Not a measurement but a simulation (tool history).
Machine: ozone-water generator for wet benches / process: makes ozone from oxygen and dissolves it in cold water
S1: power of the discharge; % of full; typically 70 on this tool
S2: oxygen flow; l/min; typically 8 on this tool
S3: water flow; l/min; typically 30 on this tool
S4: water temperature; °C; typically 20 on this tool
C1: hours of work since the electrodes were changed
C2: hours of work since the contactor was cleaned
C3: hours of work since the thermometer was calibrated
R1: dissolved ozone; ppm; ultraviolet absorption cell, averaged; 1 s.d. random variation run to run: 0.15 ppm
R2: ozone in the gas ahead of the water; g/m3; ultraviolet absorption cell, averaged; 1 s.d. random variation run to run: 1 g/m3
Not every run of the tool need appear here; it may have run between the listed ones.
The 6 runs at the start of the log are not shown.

run	hour	S1	S2	S3	S4	C1	C2	C3	R1	R2
7	1023.2	44	8	30	20	2677	7083	1104	11	115.3
# hour 1067.5: contactor cleaned
8	1163.6	44	8	30	20	2765	62	1192	12.2	113.8
9	1297.3	70	8	24	20	2852	149	1279	19.7	162.4
10	1416.9	70	8	30	20	2929	226	1356	17.1	162.7
11	1510.6	70	8	30	20	2989	286	1417	17.2	160.8
12	1650.7	70	8	24	20	3080	377	1507	19.8	160.9
13	1761.5	70	8	24	20	3152	449	1579	20.1	160.9
14	1900.1	90	8	30	20	3241	538	1668	20.4	193.6
15	2033.2	90	8	30	20	3327	624	1754	20.5	193
16	2221	90	8	30	20	3449	746	1876	20.2	193.1
17	2399	70	8	22	20	3564	861	1991	20.7	161.2
18	2546.8	70	8	22	20	3659	956	2086	20.5	158.6
19	2711.7	91	8	48	28	3766	1063	2193	12.2	194.9
20	2894.4	91	8	48	28	3884	1181	2311	12.3	194.2
21	3018.4	53	8	39	20	3964	1261	2391	11	128.7
22	3214.9	53	8	39	20	4091	1388	2518	10.9	128
23	3341.2	48	8	26	20	4173	1470	2600	13.7	118.9
24	3556.2	48	8	26	20	4312	1609	2739	13.7	119.3
25	3707.4	48	8	26	20	4410	1707	2837	13.6	117.6

Estimate the outcome of run 26 from the log above:
26	3822.4	48	9.85	26	20	4484	1781	2911	?	?

{"run 26": {"R1": 14, "R2": 110.8}}
If the tool had no hidden condition, the same run with the same run-to-run variation would have returned R1 15.5 ppm, R2 119.7 g/m3.

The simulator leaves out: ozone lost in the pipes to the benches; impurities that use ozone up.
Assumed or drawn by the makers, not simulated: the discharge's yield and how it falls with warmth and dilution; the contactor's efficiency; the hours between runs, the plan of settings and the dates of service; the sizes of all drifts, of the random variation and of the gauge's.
